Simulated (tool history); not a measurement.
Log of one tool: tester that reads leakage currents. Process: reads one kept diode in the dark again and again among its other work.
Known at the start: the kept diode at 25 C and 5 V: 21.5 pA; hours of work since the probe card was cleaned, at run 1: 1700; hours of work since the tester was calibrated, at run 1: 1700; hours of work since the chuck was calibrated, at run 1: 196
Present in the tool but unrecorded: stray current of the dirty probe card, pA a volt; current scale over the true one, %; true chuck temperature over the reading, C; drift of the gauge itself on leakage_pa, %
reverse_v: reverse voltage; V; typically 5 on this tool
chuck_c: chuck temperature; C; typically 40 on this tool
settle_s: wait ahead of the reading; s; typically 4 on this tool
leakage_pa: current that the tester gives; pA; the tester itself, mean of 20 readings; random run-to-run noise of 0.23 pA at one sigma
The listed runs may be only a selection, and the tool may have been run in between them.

run,day,reverse_v,chuck_c,settle_s,hours of work since the probe card was cleaned,hours of work since the tester was calibrated,hours of work since the chuck was calibrated,leakage_pa
1,0,5,40,4,1700,1700,196,74.23
2,8.417,5,40,4,1823,1823,319,73.82
3,12.617,5,40,4,1884,1884,380,74.17
4,20.412,5,40,4,1998,1998,494,74.16
5,26.788,5,40,4,2091,2091,586,74.11
6,31.929,5,40,4,2166,2166,662,74.22
7,39.721,5,40,4,2280,2280,775,74.54
8,44.342,14.53,39,0.62,2347,2347,843,96.4
9,52.988,14.53,39,0.62,2473,2473,969,96.68
10,61.804,5,34,7.42,2602,2602,1097,46.16
11,71.258,5,34,7.42,2739,2739,1235,45.8
12,75.725,1.29,23,4,2805,2805,1300,12
13,81.138,1.29,23,4,2884,2884,1379,11.94

Branching from run 13: 5 alternative next runs. What would each branch give?
# day 86.033: tester calibrated
# day 87.871: chuck's temperature calibrated
A,87.983,6.71,25,4,2981,27,2,?
# day 86.033: tester calibrated
# day 87.871: chuck's temperature calibrated
B,87.983,2.9,40,3.21,2981,27,2,?
# day 86.033: tester calibrated
# day 87.871: chuck's temperature calibrated
C,87.983,2.84,26,2.67,2981,27,2,?
# day 86.033: tester calibrated
# day 87.871: chuck's temperature calibrated
D,87.983,13.17,28,2.07,2981,27,2,?
# day 86.033: tester calibrated
# day 87.871: chuck's temperature calibrated
E,87.983,16.75,23,4,2981,27,2,?

run,leakage_pa
A,23.88
B,62.64
C,19.82
D,38.39
E,27.11
Had the tool no hidden state, the same runs would have come out as:
run,leakage_pa
A,23.77
B,62.59
C,19.78
D,38.18
E,26.84
